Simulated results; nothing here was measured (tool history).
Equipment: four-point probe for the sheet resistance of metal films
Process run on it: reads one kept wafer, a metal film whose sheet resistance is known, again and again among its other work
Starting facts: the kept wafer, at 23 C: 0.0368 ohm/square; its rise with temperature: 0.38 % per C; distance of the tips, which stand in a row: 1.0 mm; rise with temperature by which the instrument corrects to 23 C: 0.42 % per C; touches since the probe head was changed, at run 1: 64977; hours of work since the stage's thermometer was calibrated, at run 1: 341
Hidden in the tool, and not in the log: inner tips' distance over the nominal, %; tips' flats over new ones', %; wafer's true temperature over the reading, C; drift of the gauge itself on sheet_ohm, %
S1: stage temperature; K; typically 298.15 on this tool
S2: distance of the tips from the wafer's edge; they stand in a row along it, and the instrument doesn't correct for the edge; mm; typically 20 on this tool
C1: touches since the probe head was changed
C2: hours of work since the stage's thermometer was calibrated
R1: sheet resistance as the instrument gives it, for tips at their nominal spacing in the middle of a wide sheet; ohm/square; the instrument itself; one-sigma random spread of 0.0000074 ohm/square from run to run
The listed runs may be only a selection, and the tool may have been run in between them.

run,hour,S1,S2,C1,C2,R1
1,0.0,298.15,20,64977,341,0.036822
2,22.6,298.15,20,65872,352,0.036811
3,41.8,298.15,20,66633,361,0.036826
4,61.5,298.15,20,67415,370,0.036820
5,79.7,298.15,20,68138,379,0.036824
6,90.1,298.15,20,68549,384,0.036819
7,100.5,298.15,20,68962,388,0.036824
8,123.2,305.15,12,69861,399,0.036824
9,132.8,305.15,12,70241,404,0.036833
10,150.3,293.15,20,70939,412,0.036885
11,159.8,298.15,31,71312,416,0.036798
12,180.0,303.15,33,72117,426,0.036733
13,191.1,303.15,16,72553,431,0.036793
14,203.4,304.15,11,73044,437,0.036850

Alternative continuations, all from the tool just after run 14; predict every row:
A,215.7,305.15,3,73530,442,?
B,215.7,292.15,7,73530,442,?
C,215.7,297.15,11,73530,442,?
D,215.7,304.15,4,73530,442,?
E,215.7,291.15,32,73530,442,?

run,R1
A,0.038728
B,0.037250
C,0.036930
D,0.037892
E,0.036890
The same runs, with their run-to-run variation unchanged, on a tool lacking any hidden condition would have given:
run,R1
A,0.038732
B,0.037254
C,0.036934
D,0.037896
E,0.036894
